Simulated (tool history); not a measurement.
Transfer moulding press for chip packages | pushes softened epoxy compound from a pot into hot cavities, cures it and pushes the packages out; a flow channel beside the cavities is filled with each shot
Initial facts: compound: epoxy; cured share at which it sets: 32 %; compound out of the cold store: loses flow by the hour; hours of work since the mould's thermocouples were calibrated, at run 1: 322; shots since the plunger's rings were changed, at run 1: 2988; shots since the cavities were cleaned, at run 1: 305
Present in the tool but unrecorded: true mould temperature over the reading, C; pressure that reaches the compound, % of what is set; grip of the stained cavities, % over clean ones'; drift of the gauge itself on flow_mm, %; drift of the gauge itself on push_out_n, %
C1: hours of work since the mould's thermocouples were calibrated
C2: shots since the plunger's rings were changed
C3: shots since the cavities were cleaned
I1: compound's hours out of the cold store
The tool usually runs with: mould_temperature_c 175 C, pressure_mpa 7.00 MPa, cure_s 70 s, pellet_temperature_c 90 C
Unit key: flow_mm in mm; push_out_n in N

run 1 hour=0.0 | mould_temperature_c=175 pressure_mpa=7.00 cure_s=70 pellet_temperature_c=90 | C1=322 C2=2988 C3=305 | I1=8.5 | flow_mm=536 push_out_n=1115
run 2 hour=14.9 | mould_temperature_c=175 pressure_mpa=7.28 cure_s=70 pellet_temperature_c=90 | C1=329 C2=3159 C3=476 | I1=17.7 | flow_mm=526 push_out_n=1146
run 3 hour=33.5 | mould_temperature_c=175 pressure_mpa=7.00 cure_s=99 pellet_temperature_c=90 | C1=339 C2=3371 C3=688 | I1=35.8 | flow_mm=480 push_out_n=739
-- hour=47.7 cavities cleaned with cleaning compound and waxed
run 4 hour=50.1 | mould_temperature_c=175 pressure_mpa=7.00 cure_s=70 pellet_temperature_c=90 | C1=346 C2=3544 C3=28 | I1=11.1 | flow_mm=528 push_out_n=811
run 5 hour=60.8 | mould_temperature_c=175 pressure_mpa=7.00 cure_s=70 pellet_temperature_c=90 | C1=352 C2=3666 C3=150 | I1=41.6 | flow_mm=468 push_out_n=856
run 6 hour=80.3 | mould_temperature_c=175 pressure_mpa=7.00 cure_s=70 pellet_temperature_c=90 | C1=362 C2=3891 C3=375 | I1=29.0 | flow_mm=488 push_out_n=1060
run 7 hour=97.4 | mould_temperature_c=175 pressure_mpa=7.00 cure_s=70 pellet_temperature_c=90 | C1=370 C2=4085 C3=569 | I1=8.6 | flow_mm=530 push_out_n=1243
run 8 hour=118.4 | mould_temperature_c=175 pressure_mpa=7.00 cure_s=70 pellet_temperature_c=90 | C1=381 C2=4326 C3=810 | I1=42.3 | flow_mm=461 push_out_n=1205
-- hour=122.2 cavities cleaned with cleaning compound and waxed
run 9 hour=129.5 | mould_temperature_c=175 pressure_mpa=7.00 cure_s=70 pellet_temperature_c=90 | C1=386 C2=4436 C3=84 | I1=43.9 | flow_mm=459 push_out_n=788
run 10 hour=146.8 | mould_temperature_c=175 pressure_mpa=6.58 cure_s=70 pellet_temperature_c=90 | C1=394 C2=4634 C3=282 | I1=30.8 | flow_mm=466 push_out_n=997
run 11 hour=159.6 | mould_temperature_c=175 pressure_mpa=7.00 cure_s=70 pellet_temperature_c=90 | C1=401 C2=4781 C3=429 | I1=20.4 | flow_mm=499 push_out_n=1138
run 12 hour=174.6 | mould_temperature_c=175 pressure_mpa=5.24 cure_s=70 pellet_temperature_c=90 | C1=408 C2=4953 C3=601 | I1=25.1 | flow_mm=423 push_out_n=1241
run 13 hour=194.1 | mould_temperature_c=175 pressure_mpa=5.24 cure_s=70 pellet_temperature_c=90 | C1=418 C2=5175 C3=823 | I1=19.4 | flow_mm=428 push_out_n=1282
-- hour=196.9 cavities cleaned with cleaning compound and waxed
-- hour=206.1 plunger's sealing rings changed
run 14 hour=212.8 | mould_temperature_c=175 pressure_mpa=7.00 cure_s=70 pellet_temperature_c=90 | C1=425 C2=76 C3=154 | I1=16.9 | flow_mm=539 push_out_n=955
run 15 hour=233.9 | mould_temperature_c=175 pressure_mpa=7.00 cure_s=70 pellet_temperature_c=90 | C1=436 C2=318 C3=396 | I1=36.2 | flow_mm=498 push_out_n=1069
run 16 hour=250.2 | mould_temperature_c=182 pressure_mpa=7.00 cure_s=93 pellet_temperature_c=90 | C1=444 C2=504 C3=582 | I1=34.4 | flow_mm=488 push_out_n=714
run 17 hour=262.2 | mould_temperature_c=172 pressure_mpa=7.00 cure_s=50 pellet_temperature_c=95 | C1=450 C2=642 C3=720 | I1=46.8 | flow_mm=481 push_out_n=3043
-- hour=273.9 cavities cleaned with cleaning compound and waxed
run 18 hour=281.0 | mould_temperature_c=178 pressure_mpa=7.44 cure_s=73 pellet_temperature_c=95 | C1=459 C2=840 C3=82 | I1=11.2 | flow_mm=554 push_out_n=652
run 19 hour=299.8 | mould_temperature_c=173 pressure_mpa=6.53 cure_s=73 pellet_temperature_c=95 | C1=469 C2=1055 C3=297 | I1=9.1 | flow_mm=534 push_out_n=1148
run 20 hour=320.0 | mould_temperature_c=173 pressure_mpa=6.53 cure_s=73 pellet_temperature_c=95 | C1=479 C2=1286 C3=528 | I1=39.2 | flow_mm=473 push_out_n=1155
run 21 hour=334.6 | mould_temperature_c=176 pressure_mpa=6.20 cure_s=80 pellet_temperature_c=93 | C1=486 C2=1453 C3=695 | I1=24.5 | flow_mm=482 push_out_n=875
run 22 hour=345.8 | mould_temperature_c=174 pressure_mpa=7.84 cure_s=52 pellet_temperature_c=97 | C1=492 C2=1581 C3=823 | I1=12.7 | flow_mm=571 push_out_n=2905
-- hour=348.5 cavities cleaned with cleaning compound and waxed
run 23 hour=359.1 | mould_temperature_c=175 pressure_mpa=5.53 cure_s=95 pellet_temperature_c=88 | C1=498 C2=1717 C3=122 | I1=12.6 | flow_mm=477 push_out_n=538
run 24 hour=369.8 | mould_temperature_c=182 pressure_mpa=5.53 cure_s=87 pellet_temperature_c=88 | C1=503 C2=1839 C3=244 | I1=40.9 | flow_mm=416 push_out_n=576
run 25 hour=383.4 | mould_temperature_c=175 pressure_mpa=8.78 cure_s=70 pellet_temperature_c=91 | C1=510 C2=1995 C3=400 | I1=40.1 | flow_mm=537 push_out_n=1053
run 26 hour=392.8 | mould_temperature_c=181 pressure_mpa=7.00 cure_s=84 pellet_temperature_c=90 | C1=515 C2=2102 C3=507 | I1=43.8 | flow_mm=461 push_out_n=718
-- hour=399.3 mould's thermocouples calibrated
run 27 hour=405.1 | mould_temperature_c=179 pressure_mpa=7.00 cure_s=84 pellet_temperature_c=99 | C1=3 C2=2220 C3=625 | I1=10.7 | flow_mm=520 push_out_n=752
run 28 hour=417.4 | mould_temperature_c=168 pressure_mpa=6.98 cure_s=70 pellet_temperature_c=90 | C1=9 C2=2361 C3=766 | I1=34.2 | flow_mm=502 push_out_n=1877

Below, some changes in flow_mm between adjacent runs. For each, the amount present without the hidden state too (settings, incoming material, random variation) and the amount remaining for the hidden state with gauge scatter not shared by both compared results:
Run 13 -> 14: pressure_mpa 5.24 -> 7.00, cavities cleaned with cleaning compound and waxed, plunger's sealing rings changed. flow_mm +111 mm: hidden state +31, all else +80.
Run 24 -> 25: mould_temperature_c 182 -> 175, pressure_mpa 5.53 -> 8.78, cure_s 87 -> 70, pellet_temperature_c 88 -> 91. flow_mm +121 mm: hidden state -4, all else +125.
Run 26 -> 27: mould_temperature_c 181 -> 179, pellet_temperature_c 90 -> 99, mould's thermocouples calibrated. flow_mm +59 mm: hidden state -5, all else +64.
